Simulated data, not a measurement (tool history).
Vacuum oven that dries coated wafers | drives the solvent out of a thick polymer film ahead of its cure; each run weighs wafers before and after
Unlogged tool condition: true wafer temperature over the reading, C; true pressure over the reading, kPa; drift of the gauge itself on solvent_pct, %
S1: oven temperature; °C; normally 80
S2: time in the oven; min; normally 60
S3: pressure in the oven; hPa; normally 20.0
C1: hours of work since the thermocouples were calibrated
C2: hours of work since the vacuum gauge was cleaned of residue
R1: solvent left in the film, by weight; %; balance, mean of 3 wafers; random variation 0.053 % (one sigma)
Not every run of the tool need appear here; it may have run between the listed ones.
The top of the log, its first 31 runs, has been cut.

| run | hour | S1 | S2 | S3 | C1 | C2 | R1 |
|---|---|---|---|---|---|---|---|
| 32 | 373.7 | 85 | 98 | 20.0 | 1635 | 271 | 1.06 |
| 33 | 382.0 | 72 | 39 | 14.1 | 1641 | 277 | 7.10 |
| 34 | 392.8 | 72 | 31 | 12.6 | 1648 | 284 | 8.69 |
| 35 | 408.6 | 72 | 31 | 12.6 | 1658 | 295 | 8.53 |
| 36 | 418.4 | 78 | 57 | 20.0 | 1665 | 301 | 2.82 |
| 37 | 435.6 | 78 | 57 | 20.0 | 1676 | 313 | 2.75 |
| 38 | 444.6 | 85 | 36 | 55.3 | 1682 | 319 | 3.98 |
| 39 | 458.2 | 65 | 56 | 48.6 | 1691 | 328 | 11.42 |
| 40 | 475.1 | 65 | 44 | 20.5 | 1703 | 339 | 10.62 |
| 41 | 489.2 | 74 | 58 | 54.4 | 1712 | 348 | 6.50 |
| 42 | 498.3 | 94 | 39 | 22.6 | 1718 | 354 | 0.88 |
|  | 507.6 | oven's thermocouples calibrated |
| 43 | 512.3 | 82 | 96 | 39.4 | 3 | 362 | 2.21 |
| 44 | 523.7 | 80 | 72 | 46.2 | 11 | 370 | 3.08 |
| 45 | 537.7 | 79 | 31 | 12.8 | 20 | 379 | 4.47 |
| 46 | 554.7 | 79 | 31 | 12.8 | 31 | 391 | 4.46 |

Here are 3 independent what-if runs from the current tool condition. What would each one return?
| A | 566.4 | 82 | 31 | 12.8 | 39 | 398 | ? |
| B | 566.4 | 81 | 91 | 13.0 | 39 | 398 | ? |
| C | 566.4 | 92 | 59 | 24.7 | 39 | 398 | ? |

| run | R1 |
|---|---|
| A | 3.25 |
| B | 0.90 |
| C | 0.99 |
Without the tool's unlogged condition, the same runs would have read:
| run | R1 |
|---|---|
| A | 3.11 |
| B | 0.83 |
| C | 0.94 |

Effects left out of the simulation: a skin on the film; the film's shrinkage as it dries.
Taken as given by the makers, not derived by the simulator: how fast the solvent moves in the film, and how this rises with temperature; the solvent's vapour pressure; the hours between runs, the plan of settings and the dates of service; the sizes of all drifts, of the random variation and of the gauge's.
